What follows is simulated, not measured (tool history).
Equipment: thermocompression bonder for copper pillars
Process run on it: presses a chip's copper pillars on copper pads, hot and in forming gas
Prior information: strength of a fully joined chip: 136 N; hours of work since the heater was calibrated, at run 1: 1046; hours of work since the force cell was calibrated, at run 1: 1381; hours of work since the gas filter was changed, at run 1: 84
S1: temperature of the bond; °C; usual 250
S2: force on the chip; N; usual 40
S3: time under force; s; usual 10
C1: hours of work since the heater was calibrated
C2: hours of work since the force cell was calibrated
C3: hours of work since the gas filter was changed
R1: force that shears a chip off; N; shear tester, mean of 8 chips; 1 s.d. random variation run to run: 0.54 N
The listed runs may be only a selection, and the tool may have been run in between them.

run	hour	S1	S2	S3	C1	C2	C3	R1
1	0	250	40	10	1046	1381	84	48.3
# hour 28.4: heater calibrated with a thermocouple chip
2	75	250	40	10	29	1426	130	47.8
3	120.4	250	40	10	57	1454	158	48.7
# hour 138.3: forming gas filter changed
4	202.6	250	40	10	107	1504	40	48.8
5	273.5	250	40	10	151	1548	84	48
6	322.4	250	40	10	181	1578	114	48.3
7	390.5	250	40	10	223	1620	156	48.5
# hour 414: forming gas filter changed
8	451.1	250	40	6	260	1657	23	39.3
9	494.1	250	40	10	287	1684	49	48.8
10	555.2	250	40	10	325	1722	87	48.9
11	644.4	266	27	11	380	1777	142	40.8
# hour 685.9: forming gas filter changed
# hour 710.1: force cell calibrated
12	710.1	266	27	11	419	0	14	41.2
13	759.5	232	50	8	450	30	44	44.3
14	818.3	250	54	24	486	67	81	86.3
15	909	250	54	24	542	123	137	87
16	946.1	225	40	7	565	146	160	29.2
# hour 966.5: forming gas filter changed
17	998.8	233	26	22	597	178	20	33
18	1051.7	273	38	10	630	211	53	61.3
19	1109.7	273	38	10	666	246	88	62.2

Below are 5 alternative next runs, each starting from the tool's condition after run 19. Predict each:
A	1164.7	257	40	24	700	280	122	?
B	1164.7	221	38	10	700	280	122	?
C	1164.7	250	40	24	700	280	122	?
D	1164.7	220	25	12	700	280	122	?
E	1164.7	250	58	10	700	280	122	?

run	R1
A	73.7
B	29.3
C	67.5
D	19
E	68.6
Without the tool's unlogged condition, the same runs would have read:
run	R1
A	73.8
B	29.3
C	67.6
D	19
E	68.7
